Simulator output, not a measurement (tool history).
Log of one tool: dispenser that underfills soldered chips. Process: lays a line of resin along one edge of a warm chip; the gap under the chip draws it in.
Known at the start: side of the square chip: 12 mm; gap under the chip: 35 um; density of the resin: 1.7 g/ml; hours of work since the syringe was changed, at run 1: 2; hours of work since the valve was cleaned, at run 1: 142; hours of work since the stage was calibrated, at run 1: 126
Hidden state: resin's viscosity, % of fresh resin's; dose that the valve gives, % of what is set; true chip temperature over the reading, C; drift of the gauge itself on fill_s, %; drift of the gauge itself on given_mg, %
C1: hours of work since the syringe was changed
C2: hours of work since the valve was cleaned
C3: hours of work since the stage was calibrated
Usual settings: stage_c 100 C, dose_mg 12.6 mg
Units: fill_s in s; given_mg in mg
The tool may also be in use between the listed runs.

Run 1, hour 0: usual settings; C1 2; C2 142; C3 126. Result: fill_s 237.5 s, given_mg 11.26 mg.
Run 2, hour 5.7: usual settings; C1 6; C2 146; C3 130. Result: fill_s 294.4 s, given_mg 11.18 mg.
At hour 7.7: dispensing valve cleaned and set on the balance.
At hour 12: new syringe of resin.
Run 3, hour 15.2: usual settings; C1 2; C2 5; C3 136. Result: fill_s 233.8 s, given_mg 12.64 mg.
Run 4, hour 24.4: usual settings; C1 9; C2 12; C3 142. Result: fill_s 337.9 s, given_mg 12.51 mg.
At hour 25.8: new syringe of resin.
Run 5, hour 34.4: usual settings; C1 6; C2 18; C3 149. Result: fill_s 291.7 s, given_mg 12.44 mg.
At hour 39.7: new syringe of resin.
Run 6, hour 43.9: usual settings; C1 3; C2 25; C3 155. Result: fill_s 251.2 s, given_mg 12.29 mg.
Run 7, hour 48.9: usual settings; C1 7; C2 28; C3 159. Result: fill_s 296.4 s, given_mg 12.14 mg.
At hour 52.9: new syringe of resin.
Run 8, hour 57.9: usual settings but dose_mg 10.9 mg; C1 3; C2 35; C3 165. Result: fill_s 256 s, given_mg 10.54 mg.
Run 9, hour 63.6: usual settings but dose_mg 10.9 mg; C1 7; C2 39; C3 169. Result: fill_s 324.1 s, given_mg 10.52 mg.
At hour 66.2: new syringe of resin.
Run 10, hour 70.1: usual settings; C1 3; C2 43; C3 173. Result: fill_s 242.4 s, given_mg 12.2 mg.
At hour 79.6: new syringe of resin.
Run 11, hour 80.2: usual settings but stage_c 99 C; C1 0; C2 50; C3 180. Result: fill_s 219.9 s, given_mg 12.18 mg.
Run 12, hour 90.3: usual settings but dose_mg 15 mg; C1 8; C2 57; C3 188. Result: fill_s 301.4 s, given_mg 14.42 mg.
At hour 93.5: new syringe of resin.
Run 13, hour 96.5: usual settings but stage_c 106 C, dose_mg 15 mg; C1 2; C2 61; C3 192. Result: fill_s 182.2 s, given_mg 14.22 mg.
At hour 106.9: new syringe of resin.
Run 14, hour 106.9: usual settings but stage_c 87 C, dose_mg 15.5 mg; C1 0; C2 68; C3 199. Result: fill_s 344 s, given_mg 14.73 mg.
Run 15, hour 113.8: usual settings but stage_c 88 C, dose_mg 14.8 mg; C1 5; C2 73; C3 204. Result: fill_s 425.4 s, given_mg 14 mg.
At hour 120.9: new syringe of resin.
Run 16, hour 123.2: usual settings but stage_c 92 C, dose_mg 16.2 mg; C1 2; C2 80; C3 210. Result: fill_s 304 s, given_mg 15.28 mg.
Run 17, hour 133.5: usual settings but stage_c 108 C, dose_mg 15.3 mg; C1 9; C2 87; C3 217. Result: fill_s 237 s, given_mg 14.21 mg.
At hour 134.3: new syringe of resin.
Run 18, hour 139: usual settings but stage_c 114 C, dose_mg 13.4 mg; C1 3; C2 91; C3 221. Result: fill_s 143.3 s, given_mg 12.41 mg.
At hour 147.9: new syringe of resin.
Run 19, hour 149.8: usual settings but stage_c 104 C, dose_mg 13.2 mg; C1 1; C2 98; C3 228. Result: fill_s 187.7 s, given_mg 12.22 mg.
Run 20, hour 158: usual settings but stage_c 106 C; C1 7; C2 104; C3 234. Result: fill_s 235.4 s, given_mg 11.62 mg.
At hour 161.5: new syringe of resin.
Run 21, hour 168.4: usual settings but stage_c 88 C, dose_mg 15.7 mg; C1 5; C2 111; C3 241. Result: fill_s 426.4 s, given_mg 14.14 mg.
At hour 175.1: new syringe of resin.
Run 22, hour 176.5: usual settings but stage_c 97 C, dose_mg 14.6 mg; C1 1; C2 116; C3 247. Result: fill_s 244.6 s, given_mg 13.27 mg.
Run 23, hour 184.1: usual settings but stage_c 98 C, dose_mg 16.2 mg; C1 6; C2 122; C3 252. Result: fill_s 297.3 s, given_mg 14.74 mg.
At hour 188.9: new syringe of resin.
Run 24, hour 192.9: usual settings but stage_c 86 C, dose_mg 11.7 mg; C1 3; C2 128; C3 258. Result: fill_s 449 s, given_mg 10.52 mg.

Hidden state or all else? Some run-to-run changes of fill_s, split into what the settings, what came in and random variation would give without the hidden state, and what is left for the hidden state (with any gauge scatter that isn't in both results):
Run 3 -> 4: no setting changed, nothing entered. fill_s +104.1 s: hidden state +95.8, all else +8.3.
Run 14 -> 15: stage_c 87 -> 88, dose_mg 15.5 -> 14.8. fill_s +81.4 s: hidden state +95.1, all else -13.7.
Run 20 -> 21: stage_c 106 -> 88, dose_mg 12.6 -> 15.7, new syringe of resin. fill_s +191 s: hidden state +10.3, all else +180.7.
Run 21 -> 22: stage_c 88 -> 97, dose_mg 15.7 -> 14.6, new syringe of resin. fill_s -181.8 s: hidden state -76.2, all else -105.6.

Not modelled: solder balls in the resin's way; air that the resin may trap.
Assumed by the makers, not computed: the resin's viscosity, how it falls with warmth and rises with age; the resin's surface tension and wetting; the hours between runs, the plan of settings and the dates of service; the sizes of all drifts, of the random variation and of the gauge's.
